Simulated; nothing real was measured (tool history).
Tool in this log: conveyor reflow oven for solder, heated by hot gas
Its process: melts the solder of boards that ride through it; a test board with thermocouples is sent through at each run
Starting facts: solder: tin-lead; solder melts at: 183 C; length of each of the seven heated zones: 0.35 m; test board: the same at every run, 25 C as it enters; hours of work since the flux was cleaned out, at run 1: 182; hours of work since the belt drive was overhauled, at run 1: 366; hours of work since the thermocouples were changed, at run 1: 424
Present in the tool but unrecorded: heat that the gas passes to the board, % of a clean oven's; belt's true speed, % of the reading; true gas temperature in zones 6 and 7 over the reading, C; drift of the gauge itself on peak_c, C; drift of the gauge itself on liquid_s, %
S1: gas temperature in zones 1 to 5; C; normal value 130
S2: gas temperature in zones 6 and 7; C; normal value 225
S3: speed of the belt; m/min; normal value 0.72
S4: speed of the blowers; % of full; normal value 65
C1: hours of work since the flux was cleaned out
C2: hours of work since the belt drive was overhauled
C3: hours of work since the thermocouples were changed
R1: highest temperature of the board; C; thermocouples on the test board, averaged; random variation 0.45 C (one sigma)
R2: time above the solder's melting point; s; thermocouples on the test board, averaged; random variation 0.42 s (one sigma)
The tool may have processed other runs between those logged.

run     day   S1   S2     S3  S4   C1    C2    C3     R1    R2
  1       0  130  225   0.72  65  182   366   424  201.9  29.3
  2   1.725  134  225   0.72  65  213   398   455  202.1  29.8
  3   3.004  130  225  0.705  65  237   421   479  202.1    31
  4   4.796  117  225   0.72  65  270   454   512    198  22.3
  5   7.183  117  225   0.72  65  314   498   556  197.8  22.8
  6   9.062  117  225   0.72  65  348   533   590  197.5  21.9
  7   10.55  129  225   0.72  65  376   560   618  199.7  26.9
  8   13.15  130  228   0.72  65  424   608   666  202.1  30.3
  9  15.546  130  225   0.72  65  468   652   710  199.9    28
     17.142  -- flux residue cleaned out of gas plates and filters
 10  17.625  130  225  0.655  65    9   686   744  202.1  33.3
 11  19.958  130  225   0.72  65   52   729   787  198.9  25.7
 12  22.446  130  225   0.72  65   98   775   833  198.1  25.7
 13  24.908  136  225   0.72  69  143   820   878  200.4  29.5
     25.921  -- flux residue cleaned out of gas plates and filters, once more
 14  26.454  118  225   0.72  69   10   845   903  199.7  26.3
 15  28.846  118  225   0.72  69   54   889   947    200  25.8
 16  31.475  130  225   0.72  87  102   937   995  204.9  34.7
 17   32.95  144  225   0.72  65  129   965  1022    204    36
 18  34.762  144  225  0.624  88  163   998  1056    211  51.1
 19  36.567  144  225  0.624  88  196  1031  1089  210.9  51.9
 20  38.971  130  225  0.822  66  240  1075  1133  195.3  19.6
 21  41.042  117  232  0.612  66  278  1113  1171  209.2  41.6
 22  43.354  130  234   0.72  67  321  1156  1214  207.5  34.1
 23  44.883  116  237   0.72  57  349  1184  1242  203.6  27.9

How would selected steps in R1 from run to run divide? Give the signed amount a tool lacking its hidden state would still show from settings, what came in and random variation, and the signed amount left for the hidden state, including any gauge scatter that is not in both of the compared results.
Run 9 -> 10: S3 0.72 -> 0.655, flux residue cleaned out of gas plates and filters. R1 +2.2 C: hidden state -0.9, all else +3.1.
Run 13 -> 14: S1 136 -> 118, flux residue cleaned out of gas plates and filters, once more. R1 -0.7 C: hidden state +3.3, all else -4.
Run 19 -> 20: S1 144 -> 130, S3 0.624 -> 0.822, S4 88 -> 66. R1 -15.6 C: hidden state +0.4, all else -16.
Run 20 -> 21: S1 130 -> 117, S2 225 -> 232, S3 0.822 -> 0.612. R1 +13.9 C: hidden state -0.7, all else +14.6.
